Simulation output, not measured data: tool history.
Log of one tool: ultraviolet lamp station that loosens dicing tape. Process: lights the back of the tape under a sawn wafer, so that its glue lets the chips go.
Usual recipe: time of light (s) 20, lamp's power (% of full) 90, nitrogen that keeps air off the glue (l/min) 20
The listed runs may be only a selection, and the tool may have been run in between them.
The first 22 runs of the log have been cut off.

run,hour,time of light (s),lamp's power (% of full),nitrogen that keeps air off the glue (l/min),force that peels the tape off (N),light that reached the tape (mJ/cm2)
23,1437.5,20,90,20,2.596,287
24,1525.1,20,90,20,2.678,282
25,1567.4,20,90,20,2.843,272
# hour 1593.3: lamp changed
26,1612.3,22,90,14,1.115,535
27,1693.5,22,87,14,1.243,514
28,1784.8,22,87,14,1.305,501
29,1863.1,38,67,16,0.725,653
30,1914.5,38,67,16,0.725,636
# hour 1967.2: window cleaned of glue's vapour
31,1987.4,38,67,16,0.631,697
32,2070.2,38,67,16,0.636,689
33,2135,18,68,20,2.246,325
34,2173.3,18,68,12,2.82,320
35,2243.7,18,68,12,2.916,316
36,2289,18,68,12,2.963,314
37,2332.7,26,90,20,0.755,586
38,2420.9,26,90,20,0.78,567
39,2491,26,90,20,0.822,564
40,2536.2,17,79,18,2.354,317
41,2579.9,17,79,18,2.42,316
42,2636.5,15,60,9,4.764,205
# hour 2698.4: window cleaned of glue's vapour
43,2710.5,35,92,38,0.33,808

Alternative continuations, all from the tool just after run 43; predict every row:
A,2760.7,15,95,38,?,?
B,2760.7,20,95,20,?,?
C,2760.7,24,72,38,?,?
D,2760.7,33,64,24,?,?

run,force that peels the tape off (N),light that reached the tape (mJ/cm2)
A,1.439,350
B,1.165,470
C,1.058,422
D,0.879,525
What these runs would have given with no unlogged condition in the tool:
run,force that peels the tape off (N),light that reached the tape (mJ/cm2)
A,1.074,410
B,0.857,550
C,0.772,495
D,0.641,614
